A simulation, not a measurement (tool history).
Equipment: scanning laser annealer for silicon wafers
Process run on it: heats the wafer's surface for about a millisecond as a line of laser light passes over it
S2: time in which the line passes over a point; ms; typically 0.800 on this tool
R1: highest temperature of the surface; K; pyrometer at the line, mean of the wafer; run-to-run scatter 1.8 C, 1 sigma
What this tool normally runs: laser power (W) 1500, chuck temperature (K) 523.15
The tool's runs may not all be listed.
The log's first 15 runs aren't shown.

{"run": 16, "day": 23.608, "laser power (W)": 1500, "S2": 0.8, "chuck temperature (K)": 491.15, "R1": 1275.15}
{"run": 17, "day": 25.588, "laser power (W)": 1585, "S2": 0.8, "chuck temperature (K)": 523.15, "R1": 1365.15}
{"run": 18, "day": 26.638, "laser power (W)": 1500, "S2": 0.8, "chuck temperature (K)": 560.15, "R1": 1340.15}
{"run": 19, "day": 28.071, "laser power (W)": 1500, "S2": 0.8, "chuck temperature (K)": 560.15, "R1": 1342.15}
{"run": 20, "day": 29.383, "laser power (W)": 1500, "S2": 0.8, "chuck temperature (K)": 560.15, "R1": 1339.15}
{"run": 21, "day": 30.783, "laser power (W)": 1500, "S2": 0.8, "chuck temperature (K)": 560.15, "R1": 1338.15}
{"run": 22, "day": 31.692, "laser power (W)": 1500, "S2": 0.8, "chuck temperature (K)": 560.15, "R1": 1336.15}
{"run": 23, "day": 33.421, "laser power (W)": 1527, "S2": 0.578, "chuck temperature (K)": 544.15, "R1": 1235.15}
{"run": 24, "day": 34.688, "laser power (W)": 1279, "S2": 0.767, "chuck temperature (K)": 502.15, "R1": 1123.15}
{"run": 25, "day": 36.617, "laser power (W)": 1646, "S2": 0.842, "chuck temperature (K)": 532.15, "R1": 1427.15}
{"run": 26, "day": 37.825, "laser power (W)": 1646, "S2": 0.842, "chuck temperature (K)": 532.15, "R1": 1430.15}
{"run": 27, "day": 39.917, "laser power (W)": 1512, "S2": 0.584, "chuck temperature (K)": 523.15, "R1": 1205.15}
{"run": 28, "day": 40.942, "laser power (W)": 1512, "S2": 0.584, "chuck temperature (K)": 523.15, "R1": 1203.15}
{"day": 41.542, "done": "window over the wafer cleaned"}
{"run": 29, "day": 43.088, "laser power (W)": 1512, "S2": 0.584, "chuck temperature (K)": 523.15, "R1": 1218.15}

The next listed run, before its measurement:
{"run": 30, "day": 44.692, "laser power (W)": 1443, "S2": 0.573, "chuck temperature (K)": 554.15, "R1": "?"}

R1: 1204.15 K
Had the tool carried no hidden state, the very same run would have given R1 1215.15 K.
